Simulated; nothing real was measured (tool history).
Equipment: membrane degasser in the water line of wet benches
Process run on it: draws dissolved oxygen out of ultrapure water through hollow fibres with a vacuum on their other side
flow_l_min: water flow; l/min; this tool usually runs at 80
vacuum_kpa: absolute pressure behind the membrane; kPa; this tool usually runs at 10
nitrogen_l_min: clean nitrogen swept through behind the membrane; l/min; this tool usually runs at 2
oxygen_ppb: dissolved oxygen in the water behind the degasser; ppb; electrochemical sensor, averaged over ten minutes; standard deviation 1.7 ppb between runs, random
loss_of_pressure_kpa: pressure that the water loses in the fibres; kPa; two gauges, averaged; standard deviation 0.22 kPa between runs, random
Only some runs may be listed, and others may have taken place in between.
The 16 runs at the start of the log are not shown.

Run 17, day 23.408: usual settings but nitrogen_l_min 1.04 l/min. Result: oxygen_ppb 824.3 ppb, loss_of_pressure_kpa 53.95 kPa.
Run 18, day 25.183: usual settings but nitrogen_l_min 2.55 l/min. Result: oxygen_ppb 432.5 ppb, loss_of_pressure_kpa 54.05 kPa.
Run 19, day 26.9: usual settings but flow_l_min 68 l/min, vacuum_kpa 21.7 kPa, nitrogen_l_min 2.76 l/min. Result: oxygen_ppb 900.8 ppb, loss_of_pressure_kpa 45.93 kPa.
Run 20, day 28.196: usual settings but flow_l_min 85 l/min, vacuum_kpa 9.2 kPa. Result: oxygen_ppb 487.7 ppb, loss_of_pressure_kpa 57.73 kPa.
Run 21, day 29.175: usual settings but flow_l_min 66 l/min, vacuum_kpa 6.9 kPa, nitrogen_l_min 5.12 l/min. Result: oxygen_ppb 111.9 ppb, loss_of_pressure_kpa 44.22 kPa.
Run 22, day 30.712: usual settings but flow_l_min 92 l/min, vacuum_kpa 6.7 kPa, nitrogen_l_min 3.68 l/min. Result: oxygen_ppb 197.8 ppb, loss_of_pressure_kpa 62.24 kPa.
Run 23, day 32.642: usual settings but flow_l_min 65 l/min, vacuum_kpa 6.7 kPa. Result: oxygen_ppb 232.7 ppb, loss_of_pressure_kpa 43.75 kPa.
Run 24, day 33.904: usual settings but flow_l_min 86 l/min, vacuum_kpa 6.7 kPa, nitrogen_l_min 1.19 l/min. Result: oxygen_ppb 424.9 ppb, loss_of_pressure_kpa 58.38 kPa.
Run 25, day 35.979: usual settings but flow_l_min 74 l/min, vacuum_kpa 17.6 kPa, nitrogen_l_min 1.07 l/min. Result: oxygen_ppb 1503.7 ppb, loss_of_pressure_kpa 50.38 kPa.
Run 26, day 37.775: usual settings but nitrogen_l_min 2.53 l/min. Result: oxygen_ppb 435.1 ppb, loss_of_pressure_kpa 54.07 kPa.
Run 27, day 39.133: usual settings but vacuum_kpa 6 kPa, nitrogen_l_min 1.63 l/min. Result: oxygen_ppb 261.4 ppb, loss_of_pressure_kpa 53.8 kPa.
Run 28, day 40.429: usual settings but nitrogen_l_min 1.64 l/min. Result: oxygen_ppb 603.9 ppb, loss_of_pressure_kpa 54.35 kPa.
Run 29, day 41.642: usual settings but flow_l_min 105 l/min, vacuum_kpa 13.7 kPa, nitrogen_l_min 2.19 l/min. Result: oxygen_ppb 908.8 ppb, loss_of_pressure_kpa 71.05 kPa.
Run 30, day 42.979: usual settings but flow_l_min 68 l/min, vacuum_kpa 6.3 kPa, nitrogen_l_min 3.48 l/min. Result: oxygen_ppb 135.8 ppb, loss_of_pressure_kpa 46.02 kPa.
Run 31, day 44.858: usual settings but flow_l_min 67 l/min, vacuum_kpa 10.3 kPa, nitrogen_l_min 2.63 l/min. Result: oxygen_ppb 378.1 ppb, loss_of_pressure_kpa 45.52 kPa.

3 options for the next run, each taken on its own from the tool as it stands now. Forecast them:
Run A, day 46.312: usual settings but flow_l_min 73 l/min, vacuum_kpa 8.4 kPa, nitrogen_l_min 2.63 l/min. Result: oxygen_ppb ?, loss_of_pressure_kpa ?.
Run B, day 46.312: usual settings but flow_l_min 108 l/min, vacuum_kpa 8.8 kPa, nitrogen_l_min 5.68 l/min. Result: oxygen_ppb ?, loss_of_pressure_kpa ?.
Run C, day 46.312: usual settings but vacuum_kpa 12.5 kPa. Result: oxygen_ppb ?, loss_of_pressure_kpa ?.

run  oxygen_ppb  loss_of_pressure_kpa
  A       304.1                 49.43
  B       257.5                 73.17
  C       701.9                 54.33
With the hidden condition removed and each run's random variation left untouched, the same runs would have given:
run  oxygen_ppb  loss_of_pressure_kpa
  A       302.3                 49.12
  B       255.4                 72.71
  C         700                 53.99
